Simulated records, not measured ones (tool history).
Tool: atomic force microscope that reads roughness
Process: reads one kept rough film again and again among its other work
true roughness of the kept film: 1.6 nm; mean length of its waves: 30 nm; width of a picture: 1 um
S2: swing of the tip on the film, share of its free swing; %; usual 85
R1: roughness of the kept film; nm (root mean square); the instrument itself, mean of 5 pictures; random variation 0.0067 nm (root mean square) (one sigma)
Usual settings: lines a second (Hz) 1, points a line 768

{"run": 1, "day": 0.0, "lines a second (Hz)": 1, "S2": 85, "points a line": 768, "R1": 1.353}
{"run": 2, "day": 1.029, "lines a second (Hz)": 1, "S2": 85, "points a line": 768, "R1": 1.362}
{"run": 3, "day": 2.2, "lines a second (Hz)": 0.98, "S2": 85, "points a line": 768, "R1": 1.351}
{"run": 4, "day": 3.333, "lines a second (Hz)": 1, "S2": 85, "points a line": 768, "R1": 1.346}
{"run": 5, "day": 4.154, "lines a second (Hz)": 1, "S2": 85, "points a line": 768, "R1": 1.354}
{"run": 6, "day": 5.312, "lines a second (Hz)": 1, "S2": 85, "points a line": 768, "R1": 1.346}
{"day": 6.454, "done": "new tip fitted"}
{"run": 7, "day": 6.546, "lines a second (Hz)": 1, "S2": 85, "points a line": 768, "R1": 1.354}
{"run": 8, "day": 7.612, "lines a second (Hz)": 0.54, "S2": 85, "points a line": 768, "R1": 1.433}
{"run": 9, "day": 8.95, "lines a second (Hz)": 1, "S2": 85, "points a line": 479, "R1": 1.345}
{"run": 10, "day": 10.279, "lines a second (Hz)": 1, "S2": 85, "points a line": 479, "R1": 1.342}
{"run": 11, "day": 10.904, "lines a second (Hz)": 1, "S2": 85, "points a line": 479, "R1": 1.347}
{"run": 12, "day": 12.125, "lines a second (Hz)": 1, "S2": 85, "points a line": 479, "R1": 1.344}
{"run": 13, "day": 12.883, "lines a second (Hz)": 1, "S2": 59, "points a line": 940, "R1": 1.499}
{"run": 14, "day": 13.817, "lines a second (Hz)": 1, "S2": 59, "points a line": 940, "R1": 1.492}
{"run": 15, "day": 15.196, "lines a second (Hz)": 1, "S2": 66, "points a line": 783, "R1": 1.474}
{"day": 15.917, "done": "new tip fitted"}
{"run": 16, "day": 16.412, "lines a second (Hz)": 2.43, "S2": 66, "points a line": 477, "R1": 1.361}
{"run": 17, "day": 17.029, "lines a second (Hz)": 2.43, "S2": 66, "points a line": 477, "R1": 1.361}
{"run": 18, "day": 18.354, "lines a second (Hz)": 3.17, "S2": 60, "points a line": 768, "R1": 1.387}

Forecast each of these 5 alternatives for the next run:
{"run": "A", "day": 19.667, "lines a second (Hz)": 2.49, "S2": 58, "points a line": 768, "R1": "?"}
{"run": "B", "day": 19.667, "lines a second (Hz)": 3.17, "S2": 60, "points a line": 459, "R1": "?"}
{"run": "C", "day": 19.667, "lines a second (Hz)": 2.63, "S2": 76, "points a line": 975, "R1": "?"}
{"run": "D", "day": 19.667, "lines a second (Hz)": 1, "S2": 86, "points a line": 768, "R1": "?"}
{"run": "E", "day": 19.667, "lines a second (Hz)": 0.7, "S2": 81, "points a line": 273, "R1": "?"}

run=A R1=1.428
run=B R1=1.377
run=C R1=1.25
run=D R1=1.345
run=E R1=1.415
Without the tool's hidden state the same runs would have given:
run=A R1=1.43
run=B R1=1.379
run=C R1=1.252
run=D R1=1.347
run=E R1=1.417
